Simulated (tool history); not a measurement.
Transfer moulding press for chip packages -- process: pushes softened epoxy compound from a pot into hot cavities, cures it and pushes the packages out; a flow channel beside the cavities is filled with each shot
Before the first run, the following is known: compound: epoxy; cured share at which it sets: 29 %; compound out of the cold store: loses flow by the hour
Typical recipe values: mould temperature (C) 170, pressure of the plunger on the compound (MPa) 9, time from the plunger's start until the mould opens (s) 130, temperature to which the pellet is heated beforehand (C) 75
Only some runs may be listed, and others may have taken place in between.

run,day,mould temperature (C),pressure of the plunger on the compound (MPa),time from the plunger's start until the mould opens (s),temperature to which the pellet is heated beforehand (C),incoming compound's hours out of the cold store,length that the compound runs in the flow channel (mm),greatest force on the pins that push the packages out (N)
1,0,170,9,130,75,36.7,624,229
2,0.383,170,9,156,75,38.9,621,281
3,0.983,170,9.55,130,75,27.5,662,376
4,1.696,170,9,117,75,42,611,450
5,2.158,170,9,143,75,37.2,623,378
# day 2.279: cavities cleaned with cleaning compound and waxed
6,2.683,170,9,143,75,31.7,632,438
7,3.017,170,9,143,75,47.9,600,427
8,3.383,170,9,143,75,32,630,429
9,3.808,170,9,143,75,10.2,677,423
# day 4.233: cavities cleaned with cleaning compound and waxed, once more
10,4.288,170,9,130,75,15.9,664,273
11,4.646,170,9,130,75,32.8,629,318
12,5.317,170,9,130,76,21.5,649,387
13,6.033,170,9,130,76,38.7,615,419
14,6.396,165,6.95,123,76,11.1,601,639
# day 6.521: cavities cleaned with cleaning compound and waxed
15,7.021,165,6.95,123,76,38.6,549,464
16,7.512,167,10.03,111,84,37.2,658,546
17,8.021,178,9,130,76,11.2,651,356
18,8.533,178,9,130,76,18.6,634,386
# day 8.829: cavities cleaned with cleaning compound and waxed
19,9.138,168,9.59,130,70,27.8,657,334
20,9.729,168,9.59,130,70,35.3,642,390
21,10.146,170,9.26,167,71,9.7,680,339
22,10.554,170,6.91,167,71,44.3,524,383
23,10.946,170,6.91,167,71,15.7,575,396

5 ways to go on from here, each from the tool as it stands after run 23. What would each give?
# day 11.154: cavities cleaned with cleaning compound and waxed
A,11.542,170,8.29,130,75,20.2,?,?
# day 11.154: cavities cleaned with cleaning compound and waxed
B,11.542,167,9,115,85,15,?,?
# day 11.154: cavities cleaned with cleaning compound and waxed
C,11.542,165,6.91,161,70,40.9,?,?
# day 11.154: cavities cleaned with cleaning compound and waxed
D,11.542,168,7.31,130,83,9,?,?
# day 11.154: cavities cleaned with cleaning compound and waxed
E,11.542,178,9.33,130,75,36.9,?,?

run,length that the compound runs in the flow channel (mm),greatest force on the pins that push the packages out (N)
A,622,314
B,665,448
C,539,302
D,607,356
E,606,276
What these runs would have given with no unlogged condition in the tool:
run,length that the compound runs in the flow channel (mm),greatest force on the pins that push the packages out (N)
A,641,243
B,686,338
C,556,234
D,627,273
E,625,215

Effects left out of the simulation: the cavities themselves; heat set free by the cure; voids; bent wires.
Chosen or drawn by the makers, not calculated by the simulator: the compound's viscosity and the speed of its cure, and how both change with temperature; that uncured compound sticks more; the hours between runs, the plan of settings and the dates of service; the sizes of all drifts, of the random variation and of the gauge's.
